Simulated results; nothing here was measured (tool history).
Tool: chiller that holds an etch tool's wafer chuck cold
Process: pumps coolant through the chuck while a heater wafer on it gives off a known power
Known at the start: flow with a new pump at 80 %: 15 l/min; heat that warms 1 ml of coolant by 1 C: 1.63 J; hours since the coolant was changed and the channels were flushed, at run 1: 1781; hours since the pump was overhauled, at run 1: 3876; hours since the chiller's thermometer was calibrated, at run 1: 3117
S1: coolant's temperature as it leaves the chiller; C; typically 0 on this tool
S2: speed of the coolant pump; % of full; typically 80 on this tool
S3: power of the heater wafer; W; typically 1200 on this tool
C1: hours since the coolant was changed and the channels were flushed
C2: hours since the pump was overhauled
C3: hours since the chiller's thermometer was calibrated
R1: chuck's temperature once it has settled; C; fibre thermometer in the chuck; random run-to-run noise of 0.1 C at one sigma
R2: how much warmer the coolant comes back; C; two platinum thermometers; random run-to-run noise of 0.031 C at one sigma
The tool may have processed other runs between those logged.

run	day	S1	S2	S3	C1	C2	C3	R1	R2
1	0	0	80	1200	1781	3876	3117	9	2.91
2	7.858	0	80	1200	1970	4065	3305	8.7	2.97
3	15.096	0	80	1200	2143	4238	3479	8.8	2.9
4	20.112	0	80	1200	2264	4359	3600	8.7	2.93
5	24.383	0	80	1200	2366	4461	3702	8.9	2.91
6	29.483	0	80	1200	2489	4584	3824	8.9	3
7	37.3	0	80	810	2676	4771	4012	5.8	2
8	41.046	0	80	810	2766	4861	4102	5.9	2.01
9	46.862	0	80	1200	2906	5001	4242	9	2.94
10	52.721	0	80	1200	3046	5141	4382	8.9	2.97
# day 56.483: coolant pump overhauled
11	60.2	0	80	1200	3221	89	4557	8.7	2.93
12	64.046	0	80	1200	3313	181	4649	8.7	3
13	70.075	0	80	1200	3458	326	4794	8.8	2.99
# day 72.488: coolant changed, channels flushed
14	77.921	0	80	1200	130	508	4976	8.7	2.94
15	83.046	0	80	1200	253	632	5099	8.9	2.89
16	90.471	0	80	1200	432	810	5277	8.8	2.96
17	94.938	0	80	1200	539	917	5384	8.7	2.99
18	100.812	8	69	1192	680	1058	5525	17.8	3.45
19	108.542	8	80	613	865	1243	5711	12.5	1.5
20	114.942	8	74	1740	1019	1397	5864	21.3	4.68
# day 120.65: chiller's thermometer calibrated
21	122.4	-1	89	1507	1197	1575	42	9.3	3.29
22	126.275	8	79	633	1290	1668	135	12.6	1.55
23	130.742	-6	66	633	1397	1775	242	-0.7	1.96
24	138.562	-9	66	1200	1585	1963	430	1.1	3.69
25	145.179	2	92	773	1744	2122	589	6.9	1.63
26	149.375	2	92	773	1844	2222	689	7.1	1.61
27	153.104	2	92	773	1934	2312	779	7	1.63
28	161.188	-8	60	930	2128	2506	973	0.6	3.17
29	169.258	0	65	1781	2321	2700	1167	15.2	5.55
30	174.292	0	65	1781	2442	2820	1287	15.2	5.49
31	180.858	-4	68	1118	2600	2978	1445	5.3	3.27
32	184.962	-5	68	859	2698	3076	1543	2.2	2.54

Below are 4 alternative next runs, each starting from the tool's condition after run 32. Predict each:
A	192.138	-7	72	1200	2871	3249	1716	?	?
B	192.138	-10	70	1183	2871	3249	1716	?	?
C	192.138	-6	81	1005	2871	3249	1716	?	?
D	192.138	9	88	852	2871	3249	1716	?	?

run	R1	R2
A	2.7	3.32
B	-0.3	3.39
C	1.3	2.46
D	14.9	1.9
Without the tool's unlogged condition, the same runs would have read:
run	R1	R2
A	2.7	3.31
B	-0.4	3.39
C	1.2	2.46
D	14.8	1.9
